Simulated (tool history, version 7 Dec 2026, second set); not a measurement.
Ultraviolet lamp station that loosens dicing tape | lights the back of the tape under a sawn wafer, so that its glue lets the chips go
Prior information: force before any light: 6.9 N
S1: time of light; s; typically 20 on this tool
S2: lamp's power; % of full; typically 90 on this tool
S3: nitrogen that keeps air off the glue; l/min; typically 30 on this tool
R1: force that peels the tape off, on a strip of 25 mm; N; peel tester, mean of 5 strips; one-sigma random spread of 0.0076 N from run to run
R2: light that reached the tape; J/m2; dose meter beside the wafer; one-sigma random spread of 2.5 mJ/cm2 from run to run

run   hour  S1  S2  S3     R1    R2
  1    0.0  20  90  30  0.419  2440
  2   17.3  20  90  30  0.425  2400
  3   42.7  20  90  30  0.428  2400
  4   71.4  20  90  30  0.438  2390
  5   98.0  20  90  30  0.434  2360
     126.6  -- window cleaned of glue's vapour
  6  131.6  30  95  35  0.144  3960
  7  167.0  15  88  12  1.173  1830
  8  200.9  15  88  12  1.282  1820
  9  225.9  15  88  12  1.251  1810
 10  263.0  15  88  12  1.261  1770

4 ways to go on from here, each from the tool as it stands after run 10. What would each give?
  A  288.3  17  90  10   ?   ?
  B  288.3  26  90  25   ?   ?
  C  288.3  28  88  16   ?   ?
  D  288.3  13  74  30   ?   ?

run     R1    R2
  A  1.076  2020
  B  0.262  3180
  C  0.297  3350
  D  1.364  1300
What these runs would have given with no unlogged condition in the tool:
run     R1    R2
  A  0.792  2390
  B  0.191  3750
  C  0.210  3940
  D  1.037  1530
